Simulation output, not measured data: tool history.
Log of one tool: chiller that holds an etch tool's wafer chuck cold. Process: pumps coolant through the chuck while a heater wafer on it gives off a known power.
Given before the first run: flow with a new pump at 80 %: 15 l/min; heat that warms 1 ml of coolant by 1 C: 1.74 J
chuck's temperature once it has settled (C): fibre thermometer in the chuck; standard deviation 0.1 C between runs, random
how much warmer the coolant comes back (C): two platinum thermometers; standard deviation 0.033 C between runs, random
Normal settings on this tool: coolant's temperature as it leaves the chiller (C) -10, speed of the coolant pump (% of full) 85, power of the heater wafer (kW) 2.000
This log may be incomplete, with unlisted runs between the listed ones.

| run | day | coolant's temperature as it leaves the chiller (C) | speed of the coolant pump (% of full) | power of the heater wafer (kW) | chuck's temperature once it has settled (C) | how much warmer the coolant comes back (C) |
|---|---|---|---|---|---|---|
| 1 | 0.000 | -10 | 85 | 2.000 | 1.5 | 4.25 |
| 2 | 4.071 | -10 | 85 | 2.000 | 1.4 | 4.29 |
| 3 | 6.329 | -10 | 85 | 2.000 | 1.6 | 4.32 |
| 4 | 9.850 | -10 | 85 | 2.515 | 4.4 | 5.42 |
| 5 | 13.112 | -10 | 85 | 2.515 | 4.4 | 5.38 |
| 6 | 17.650 | -15 | 85 | 2.000 | -3.6 | 4.30 |
| 7 | 22.067 | -15 | 85 | 2.000 | -3.6 | 4.35 |
| 8 | 25.650 | -15 | 85 | 2.000 | -3.6 | 4.29 |
| 9 | 29.058 | -15 | 85 | 2.000 | -3.5 | 4.35 |
| 10 | 32.875 | -9 | 74 | 2.980 | 9.6 | 7.41 |
| 11 | 34.896 | -6 | 62 | 1.266 | 2.9 | 3.83 |
| 12 | 37.371 | -6 | 62 | 1.266 | 2.8 | 3.85 |
| 13 | 39.846 | -15 | 91 | 1.272 | -8.0 | 2.55 |
| 14 | 43.629 | -15 | 62 | 2.054 | -0.5 | 6.17 |
| 15 | 45.654 | -16 | 61 | 2.000 | -1.9 | 6.17 |

What if the next run were any one of these 4? Each begins from the tool's condition after run 15:
| A | 48.304 | -14 | 68 | 2.000 | ? | ? |
| B | 48.304 | -6 | 66 | 1.680 | ? | ? |
| C | 48.304 | -8 | 91 | 2.000 | ? | ? |
| D | 48.304 | -2 | 76 | 2.000 | ? | ? |

| run | chuck's temperature once it has settled (C) | how much warmer the coolant comes back (C) |
|---|---|---|
| A | -0.8 | 5.46 |
| B | 5.4 | 4.71 |
| C | 2.9 | 3.96 |
| D | 10.5 | 4.86 |
Take away the tool's hidden state, keep each run's random variation, and the runs would have read:
| run | chuck's temperature once it has settled (C) | how much warmer the coolant comes back (C) |
|---|---|---|
| A | -0.8 | 5.46 |
| B | 5.4 | 4.71 |
| C | 2.9 | 3.96 |
| D | 10.4 | 4.85 |

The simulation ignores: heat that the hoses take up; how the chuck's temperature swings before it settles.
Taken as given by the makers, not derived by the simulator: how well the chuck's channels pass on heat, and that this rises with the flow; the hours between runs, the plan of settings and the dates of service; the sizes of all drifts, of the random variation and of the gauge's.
